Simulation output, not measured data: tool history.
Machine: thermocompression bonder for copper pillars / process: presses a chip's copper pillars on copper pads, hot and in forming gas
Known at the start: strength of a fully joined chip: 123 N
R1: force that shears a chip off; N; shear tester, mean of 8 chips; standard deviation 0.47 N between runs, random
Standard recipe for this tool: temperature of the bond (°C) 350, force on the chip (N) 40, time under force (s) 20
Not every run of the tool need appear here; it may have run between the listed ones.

run 1 hour=0 | temperature_of_the_bond_(°C)=350 force_on_the_chip_(N)=40 time_under_force_(s)=20 | R1=81.5
run 2 hour=32.9 | temperature_of_the_bond_(°C)=350 force_on_the_chip_(N)=40 time_under_force_(s)=20 | R1=81.6
run 3 hour=54.6 | temperature_of_the_bond_(°C)=350 force_on_the_chip_(N)=40 time_under_force_(s)=20 | R1=82.6
run 4 hour=84.5 | temperature_of_the_bond_(°C)=350 force_on_the_chip_(N)=40 time_under_force_(s)=20 | R1=82.5
-- hour=122.4 forming gas filter changed
run 5 hour=122.8 | temperature_of_the_bond_(°C)=350 force_on_the_chip_(N)=40 time_under_force_(s)=20 | R1=87.3
run 6 hour=147.1 | temperature_of_the_bond_(°C)=350 force_on_the_chip_(N)=40 time_under_force_(s)=20 | R1=88.5
run 7 hour=163 | temperature_of_the_bond_(°C)=350 force_on_the_chip_(N)=40 time_under_force_(s)=20 | R1=88
run 8 hour=187.9 | temperature_of_the_bond_(°C)=350 force_on_the_chip_(N)=40 time_under_force_(s)=20 | R1=87.2
run 9 hour=210.8 | temperature_of_the_bond_(°C)=350 force_on_the_chip_(N)=40 time_under_force_(s)=20 | R1=86.9
run 10 hour=227.7 | temperature_of_the_bond_(°C)=350 force_on_the_chip_(N)=40 time_under_force_(s)=20 | R1=87.8
run 11 hour=246.1 | temperature_of_the_bond_(°C)=350 force_on_the_chip_(N)=40 time_under_force_(s)=20 | R1=88
run 12 hour=273 | temperature_of_the_bond_(°C)=350 force_on_the_chip_(N)=56 time_under_force_(s)=20 | R1=105.6
run 13 hour=307 | temperature_of_the_bond_(°C)=350 force_on_the_chip_(N)=47 time_under_force_(s)=20 | R1=97.1
run 14 hour=323.6 | temperature_of_the_bond_(°C)=350 force_on_the_chip_(N)=45 time_under_force_(s)=20 | R1=95
-- hour=348 force cell calibrated
run 15 hour=349.5 | temperature_of_the_bond_(°C)=350 force_on_the_chip_(N)=45 time_under_force_(s)=20 | R1=90.8
run 16 hour=368.3 | temperature_of_the_bond_(°C)=350 force_on_the_chip_(N)=45 time_under_force_(s)=20 | R1=90.7
run 17 hour=389.9 | temperature_of_the_bond_(°C)=379 force_on_the_chip_(N)=40 time_under_force_(s)=15 | R1=93.1
run 18 hour=427 | temperature_of_the_bond_(°C)=360 force_on_the_chip_(N)=38 time_under_force_(s)=12 | R1=74.3
run 19 hour=454 | temperature_of_the_bond_(°C)=370 force_on_the_chip_(N)=34 time_under_force_(s)=34 | R1=95.3
run 20 hour=476.8 | temperature_of_the_bond_(°C)=333 force_on_the_chip_(N)=58 time_under_force_(s)=11 | R1=81.6
run 21 hour=512.3 | temperature_of_the_bond_(°C)=333 force_on_the_chip_(N)=58 time_under_force_(s)=11 | R1=81.7
run 22 hour=528.7 | temperature_of_the_bond_(°C)=368 force_on_the_chip_(N)=46 time_under_force_(s)=23 | R1=102
run 23 hour=565.4 | temperature_of_the_bond_(°C)=328 force_on_the_chip_(N)=50 time_under_force_(s)=26 | R1=88.4
run 24 hour=597.1 | temperature_of_the_bond_(°C)=328 force_on_the_chip_(N)=50 time_under_force_(s)=26 | R1=87.1
run 25 hour=635.3 | temperature_of_the_bond_(°C)=344 force_on_the_chip_(N)=28 time_under_force_(s)=15 | R1=52.3
run 26 hour=673.1 | temperature_of_the_bond_(°C)=350 force_on_the_chip_(N)=33 time_under_force_(s)=55 | R1=92.2
run 27 hour=698.5 | temperature_of_the_bond_(°C)=361 force_on_the_chip_(N)=33 time_under_force_(s)=52 | R1=97

Expected results for the next run?
run 28 hour=716 | temperature_of_the_bond_(°C)=337 force_on_the_chip_(N)=38 time_under_force_(s)=36 | R1=?

Run 28 yielded R1 83.2 N.
With the hidden condition absent and the run-to-run variation left alone, this run would have shown R1 84.4 N.
